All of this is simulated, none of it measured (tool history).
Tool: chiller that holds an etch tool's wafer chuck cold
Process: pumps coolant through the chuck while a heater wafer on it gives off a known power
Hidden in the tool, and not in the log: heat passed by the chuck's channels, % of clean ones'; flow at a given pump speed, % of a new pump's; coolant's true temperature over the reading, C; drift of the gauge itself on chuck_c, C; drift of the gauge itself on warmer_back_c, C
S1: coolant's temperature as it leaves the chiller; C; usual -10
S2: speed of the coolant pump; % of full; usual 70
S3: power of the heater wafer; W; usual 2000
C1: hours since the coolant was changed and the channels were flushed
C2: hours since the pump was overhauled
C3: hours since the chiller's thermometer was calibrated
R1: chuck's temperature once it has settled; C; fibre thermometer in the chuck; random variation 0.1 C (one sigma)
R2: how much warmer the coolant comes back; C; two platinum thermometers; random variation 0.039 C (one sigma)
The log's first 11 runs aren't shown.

Run 12, hour 536.0: usual settings but S3 1958 W; C1 6659; C2 3084; C3 4977. Result: R1 12.0 C, R2 8.51 C.
At hour 563.5: chiller's thermometer calibrated.
Run 13, hour 610.4: usual settings but S3 1958 W; C1 6732; C2 3158; C3 47. Result: R1 11.5 C, R2 8.54 C.
Run 14, hour 689.2: usual settings but S1 -11 C; C1 6811; C2 3236; C3 126. Result: R1 10.9 C, R2 8.76 C.
Run 15, hour 745.3: usual settings but S1 -11 C; C1 6867; C2 3293; C3 182. Result: R1 10.9 C, R2 8.81 C.
Run 16, hour 813.0: usual settings; C1 6935; C2 3360; C3 249. Result: R1 11.7 C, R2 8.80 C.
Run 17, hour 867.7: usual settings but S1 -16 C, S3 2124 W; C1 6989; C2 3415; C3 304. Result: R1 7.4 C, R2 9.29 C.
Run 18, hour 919.4: usual settings but S1 -17 C, S2 87 % of full, S3 1098 W; C1 7041; C2 3467; C3 356. Result: R1 -6.4 C, R2 3.80 C.
Run 19, hour 966.2: usual settings but S1 -9 C, S2 83 % of full, S3 1587 W; C1 7088; C2 3514; C3 403. Result: R1 6.6 C, R2 5.74 C.
Run 20, hour 1037.5: usual settings but S3 2169 W; C1 7159; C2 3585; C3 474. Result: R1 14.2 C, R2 9.47 C.
Run 21, hour 1078.0: usual settings but S3 2169 W; C1 7200; C2 3625; C3 515. Result: R1 14.0 C, R2 9.58 C.
Run 22, hour 1138.0: usual settings but S3 2169 W; C1 7260; C2 3685; C3 574. Result: R1 14.0 C, R2 9.61 C.
Run 23, hour 1197.1: usual settings but S1 -15 C, S3 1383 W; C1 7319; C2 3744; C3 634. Result: R1 0.4 C, R2 6.07 C.
Run 24, hour 1275.7: usual settings but S3 2533 W; C1 7397; C2 3823; C3 712. Result: R1 18.2 C, R2 11.13 C.
Run 25, hour 1327.8: usual settings but S2 81 % of full, S3 1210 W; C1 7449; C2 3875; C3 764. Result: R1 2.3 C, R2 4.48 C.
Run 26, hour 1380.5: usual settings but S1 -17 C, S2 99 % of full, S3 1619 W; C1 7502; C2 3928; C3 817. Result: R1 -2.7 C, R2 4.85 C.
Run 27, hour 1425.1: usual settings but S1 -17 C, S2 99 % of full, S3 1619 W; C1 7547; C2 3972; C3 862. Result: R1 -2.8 C, R2 4.86 C.
Run 28, hour 1492.4: usual settings but S1 -15 C, S2 88 % of full, S3 2014 W; C1 7614; C2 4040; C3 929. Result: R1 4.3 C, R2 6.90 C.
Run 29, hour 1547.8: usual settings but S1 -15 C, S2 88 % of full, S3 2566 W; C1 7669; C2 4095; C3 984. Result: R1 9.8 C, R2 8.77 C.
Run 30, hour 1584.6: usual settings but S2 95 % of full, S3 1377 W; C1 7706; C2 4132; C3 1021. Result: R1 2.6 C, R2 4.39 C.
Run 31, hour 1636.5: usual settings but S3 1985 W; C1 7758; C2 4184; C3 1073. Result: R1 12.3 C, R2 8.84 C.
Run 32, hour 1687.0: usual settings but S1 -12 C, S2 89 % of full; C1 7809; C2 4234; C3 1124. Result: R1 7.3 C, R2 6.77 C.

4 ways to go on from here, each from the tool as it stands after run 32. What would each give?
Run A, hour 1721.3: usual settings but S1 -16 C, S2 65 % of full, S3 1070 W; C1 7843; C2 4269; C3 1158. Result: R1 ?, R2 ?.
Run B, hour 1721.3: usual settings but S1 0 C, S2 77 % of full, S3 1953 W; C1 7843; C2 4269; C3 1158. Result: R1 ?, R2 ?.
Run C, hour 1721.3: usual settings but S1 -1 C, S2 85 % of full, S3 1772 W; C1 7843; C2 4269; C3 1158. Result: R1 ?, R2 ?.
Run D, hour 1721.3: usual settings but S1 -4 C, S2 92 % of full; C1 7843; C2 4269; C3 1158. Result: R1 ?, R2 ?.

run    R1    R2
  A  -3.2  5.21
  B  20.6  7.78
  C  16.6  6.26
  D  14.9  6.48
Without the tool's hidden state the same runs would have given:
run    R1    R2
  A  -5.5  4.94
  B  16.9  7.38
  C  13.4  5.94
  D  11.4  6.14
